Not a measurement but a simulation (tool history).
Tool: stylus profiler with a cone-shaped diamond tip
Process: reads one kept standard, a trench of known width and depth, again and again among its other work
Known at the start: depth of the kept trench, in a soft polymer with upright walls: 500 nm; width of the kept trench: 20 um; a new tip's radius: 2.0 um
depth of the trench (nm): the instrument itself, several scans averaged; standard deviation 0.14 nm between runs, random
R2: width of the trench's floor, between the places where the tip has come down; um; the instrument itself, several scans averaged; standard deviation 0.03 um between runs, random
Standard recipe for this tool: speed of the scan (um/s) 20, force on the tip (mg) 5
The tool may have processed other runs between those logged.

Run 1, hour 0: usual settings. Result: depth of the trench (nm) 510.94, R2 16.18 um.
Run 2, hour 28.2: usual settings. Result: depth of the trench (nm) 510.58, R2 16.26 um.
Run 3, hour 46.3: usual settings. Result: depth of the trench (nm) 510.91, R2 16.22 um.
Run 4, hour 72.8: usual settings. Result: depth of the trench (nm) 510.5, R2 16.25 um.
Run 5, hour 100.1: usual settings. Result: depth of the trench (nm) 510.77, R2 16.22 um.
Run 6, hour 128.2: usual settings. Result: depth of the trench (nm) 510.82, R2 16.24 um.
Run 7, hour 144.5: usual settings. Result: depth of the trench (nm) 510.61, R2 16.17 um.
Run 8, hour 171: usual settings but force on the tip (mg) 2.95. Result: depth of the trench (nm) 507.81, R2 16.15 um.
At hour 173.2: height scale calibrated on a step standard.
Run 9, hour 191.4: usual settings but force on the tip (mg) 2.95. Result: depth of the trench (nm) 509.51, R2 16.18 um.
Run 10, hour 204.3: usual settings but force on the tip (mg) 2.95. Result: depth of the trench (nm) 509.52, R2 16.17 um.
Run 11, hour 228.4: usual settings but speed of the scan (um/s) 16, force on the tip (mg) 1.78. Result: depth of the trench (nm) 507.74, R2 16.1 um.
Run 12, hour 249.4: usual settings but speed of the scan (um/s) 16, force on the tip (mg) 1.78. Result: depth of the trench (nm) 507.73, R2 16.1 um.
Run 13, hour 275: usual settings but speed of the scan (um/s) 16, force on the tip (mg) 1.78. Result: depth of the trench (nm) 507.84, R2 16.12 um.
Run 14, hour 297.3: usual settings but speed of the scan (um/s) 10, force on the tip (mg) 11.49. Result: depth of the trench (nm) 518.55, R2 16.13 um.
Run 15, hour 319.7: usual settings but speed of the scan (um/s) 45, force on the tip (mg) 3.69. Result: depth of the trench (nm) 510.54, R2 16.05 um.
Run 16, hour 334.9: usual settings but speed of the scan (um/s) 5, force on the tip (mg) 3. Result: depth of the trench (nm) 509.82, R2 16.17 um.
At hour 345.6: height scale calibrated on a step standard, once more.
Run 17, hour 352.7: usual settings but speed of the scan (um/s) 39, force on the tip (mg) 2.97. Result: depth of the trench (nm) 505.53, R2 16.05 um.
Run 18, hour 370.6: usual settings but speed of the scan (um/s) 39, force on the tip (mg) 2.97. Result: depth of the trench (nm) 505.81, R2 16.03 um.

Predict each of these 3 candidate next runs independently; none follows another, all start after run 18:
Run A, hour 396.1: usual settings but speed of the scan (um/s) 5, force on the tip (mg) 2.58. Result: depth of the trench (nm) ?, R2 ?.
Run B, hour 396.1: usual settings but speed of the scan (um/s) 36, force on the tip (mg) 2.88. Result: depth of the trench (nm) ?, R2 ?.
Run C, hour 396.1: usual settings but speed of the scan (um/s) 9, force on the tip (mg) 2.93. Result: depth of the trench (nm) ?, R2 ?.

run  depth of the trench (nm)     R2
  A                    505.37  16.14
  B                    505.61  16.01
  C                    505.73  16.13
Take away the tool's hidden state, keep each run's random variation, and the runs would have read:
run  depth of the trench (nm)     R2
  A                    505.53  17.34
  B                    505.77  17.21
  C                    505.89  17.33

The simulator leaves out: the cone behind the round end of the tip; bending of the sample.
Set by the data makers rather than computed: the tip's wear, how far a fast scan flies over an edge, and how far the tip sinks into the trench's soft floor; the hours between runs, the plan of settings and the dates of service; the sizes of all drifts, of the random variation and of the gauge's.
